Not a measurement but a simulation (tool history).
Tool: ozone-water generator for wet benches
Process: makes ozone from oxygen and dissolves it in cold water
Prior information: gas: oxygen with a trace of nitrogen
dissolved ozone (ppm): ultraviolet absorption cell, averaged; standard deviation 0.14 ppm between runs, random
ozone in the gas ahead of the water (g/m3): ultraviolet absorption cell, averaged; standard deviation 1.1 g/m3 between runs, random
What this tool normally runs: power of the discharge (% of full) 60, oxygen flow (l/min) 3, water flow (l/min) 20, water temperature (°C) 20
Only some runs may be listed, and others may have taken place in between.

| run | hour | power of the discharge (% of full) | oxygen flow (l/min) | water flow (l/min) | water temperature (°C) | dissolved ozone (ppm) | ozone in the gas ahead of the water (g/m3) |
|---|---|---|---|---|---|---|---|
| 1 | 0 | 60 | 3 | 20 | 20 | 14.7 | 198.5 |
| 2 | 34.1 | 60 | 3 | 20 | 20 | 14.6 | 199.5 |
| 3 | 99.4 | 60 | 3 | 20 | 20 | 14.7 | 199.2 |
| 4 | 146.9 | 60 | 3 | 20 | 20 | 14.8 | 199 |
| 5 | 192.9 | 60 | 3 | 20 | 14 | 15.5 | 196.8 |
| 6 | 226.7 | 60 | 3 | 20 | 14 | 15.7 | 197 |
| 7 | 295.6 | 60 | 3 | 18 | 14 | 17.5 | 196.7 |
| 8 | 364.7 | 60 | 2.76 | 18 | 14 | 16.9 | 204.4 |
| 9 | 397 | 78 | 4.17 | 14 | 28 | 21.9 | 205.2 |
| 10 | 446.3 | 47 | 3.32 | 14 | 21 | 17.5 | 162.7 |
| 11 | 496.4 | 46 | 2.03 | 16 | 24 | 13.3 | 196.6 |
|  | 503.9 | water thermometer calibrated |
| 12 | 537.9 | 46 | 2.03 | 16 | 24 | 13.2 | 196.2 |
| 13 | 579.1 | 56 | 2.26 | 30 | 20 | 8.3 | 211.8 |
| 14 | 630 | 55 | 2.26 | 30 | 20 | 8.1 | 207.5 |
| 15 | 669.7 | 56 | 3 | 20 | 20 | 14 | 185.9 |
| 16 | 716.5 | 56 | 3 | 18 | 16 | 15.9 | 188.5 |

4 ways to go on from here, each from the tool as it stands after run 16. What would each give?
|  | 738.6 | water thermometer calibrated, once more |
| A | 766.2 | 46 | 3 | 13 | 15 | ? | ? |
|  | 738.6 | water thermometer calibrated, once more |
| B | 766.2 | 77 | 1.83 | 18 | 15 | ? | ? |
|  | 738.6 | water thermometer calibrated, once more |
| C | 766.2 | 56 | 3 | 18 | 19 | ? | ? |
|  | 738.6 | water thermometer calibrated, once more |
| D | 766.2 | 51 | 3 | 18 | 14 | ? | ? |

| run | dissolved ozone (ppm) | ozone in the gas ahead of the water (g/m3) |
|---|---|---|
| A | 19.6 | 165.2 |
| B | 17 | 276.9 |
| C | 15.4 | 187 |
| D | 15.5 | 178.7 |
The same runs, with their run-to-run variation unchanged, on a tool lacking any hidden condition would have given:
| run | dissolved ozone (ppm) | ozone in the gas ahead of the water (g/m3) |
|---|---|---|
| A | 20.8 | 171.7 |
| B | 18.5 | 292.8 |
| C | 16.6 | 195.6 |
| D | 16.7 | 186.4 |
